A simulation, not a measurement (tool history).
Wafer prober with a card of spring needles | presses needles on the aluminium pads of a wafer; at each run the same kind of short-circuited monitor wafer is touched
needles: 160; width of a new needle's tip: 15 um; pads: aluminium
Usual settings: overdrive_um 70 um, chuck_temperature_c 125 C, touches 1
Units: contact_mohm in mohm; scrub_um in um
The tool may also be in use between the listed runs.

run   hour  overdrive_um  chuck_temperature_c  touches  contact_mohm  scrub_um
  1      0            70                  125        1           287     16.69
       6.3  -- tips cleaned on abrasive film
       7.4  -- height of the first contact set anew
  2    9.8            70                  125        1           302     18.97
      12.5  -- tips cleaned on abrasive film
      18.5  -- tips cleaned on abrasive film
  3   18.5            71                  125        1           282     19.25
      24.8  -- tips cleaned on abrasive film
  4   27.2            71                  125        1           297     19.06
      31.4  -- tips cleaned on abrasive film
  5   36.6            71                  125        1           317     18.78
      37.6  -- tips cleaned on abrasive film
      43.6  -- tips cleaned on abrasive film
  6   47.1            70                  125        2           294     18.73
      49.8  -- tips cleaned on abrasive film
      56.2  -- tips cleaned on abrasive film
  7   56.6            70                  125        2           285     18.61
      62.6  -- tips cleaned on abrasive film
  8   66.4            82                  125        1           298     21.59
      68.7  -- tips cleaned on abrasive film
  9     74            70                  125        1           324     18.37
      75.2  -- tips cleaned on abrasive film
      81.1  -- tips cleaned on abrasive film
 10   82.7            54                  125        1           311     14.28
      87.4  -- tips cleaned on abrasive film
      93.5  -- tips cleaned on abrasive film
 11   93.5            73                  125        1           287     19.05
      99.4  -- tips cleaned on abrasive film
 12  104.3            70                   26        1           294     18.28
     106.1  -- tips cleaned on abrasive film
 13  110.3            70                   26        1           296     18.57
       112  -- tips cleaned on abrasive film
     118.7  -- tips cleaned on abrasive film
 14  119.1            70                   88        1           278     18.37
     124.7  -- tips cleaned on abrasive film
 15  129.5            70                   88        1           313     18.47
       131  -- tips cleaned on abrasive film
     137.1  -- tips cleaned on abrasive film
 16  137.9            70                   88        1           283     18.13
     143.2  -- tips cleaned on abrasive film
     149.1  -- tips cleaned on abrasive film
 17  149.3            80                   36        3           254     20.58
       155  -- tips cleaned on abrasive film
 18  156.9            51                   50        1           299     13.17
     161.8  -- tips cleaned on abrasive film
 19    163            72                  125        1           296     18.73
     168.3  -- tips cleaned on abrasive film
 20  172.1            82                  125        1           300      21.2
     174.8  -- tips cleaned on abrasive film
     180.9  -- tips cleaned on abrasive film
 21  184.1            70                   44        3           265     18.15
     186.8  -- tips cleaned on abrasive film
       193  -- tips cleaned on abrasive film
 22    193            70                   44        3           261     18.11
 23  198.1            53                   26        1           337      13.5
       199  -- tips cleaned on abrasive film
     204.9  -- tips cleaned on abrasive film
 24  206.2            70                   65        1           279     17.92
     211.7  -- tips cleaned on abrasive film
 25  212.7            70                   65        1           274     17.86
       218  -- tips cleaned on abrasive film
 26    218            77                   30        1           258     19.74
     224.2  -- tips cleaned on abrasive film
 27  226.7            77                   30        1           280     19.57
     230.5  -- tips cleaned on abrasive film
     236.7  -- tips cleaned on abrasive film
 28  238.3            50                   30        1           308     12.23
     242.9  -- tips cleaned on abrasive film
 29  248.6            70                   91        1           321     17.56
     249.4  -- tips cleaned on abrasive film
 30  254.7            70                   50        2           294     17.77
     255.6  -- tips cleaned on abrasive film
     261.9  -- tips cleaned on abrasive film
 31  262.6            70                   30        2           259     17.67

Hidden state or all else? Some run-to-run changes of contact_mohm, split into what the settings, what came in and random variation would give without the hidden state, and what is left for the hidden state (with any gauge scatter that isn't in both results):
The hidden state here: debris on the tips, nm; way that the needles fall short of the set height, um; tips' diameter, um; drift of the gauge itself on contact_mohm, %; drift of the gauge itself on scrub_um, %.
Run 11 -> 12: overdrive_um 73 -> 70, chuck_temperature_c 125 -> 26, tips cleaned on abrasive film. contact_mohm +7 mohm: hidden state +42, all else -35.
Run 17 -> 18: overdrive_um 80 -> 51, chuck_temperature_c 36 -> 50, touches 3 -> 1, tips cleaned on abrasive film. contact_mohm +45 mohm: hidden state +36, all else +9.
Run 22 -> 23: overdrive_um 70 -> 53, chuck_temperature_c 44 -> 26, touches 3 -> 1. contact_mohm +76 mohm: hidden state +83, all else -7.
Run 23 -> 24: overdrive_um 53 -> 70, chuck_temperature_c 26 -> 65, tips cleaned on abrasive film, tips cleaned on abrasive film. contact_mohm -58 mohm: hidden state -69, all else +11.
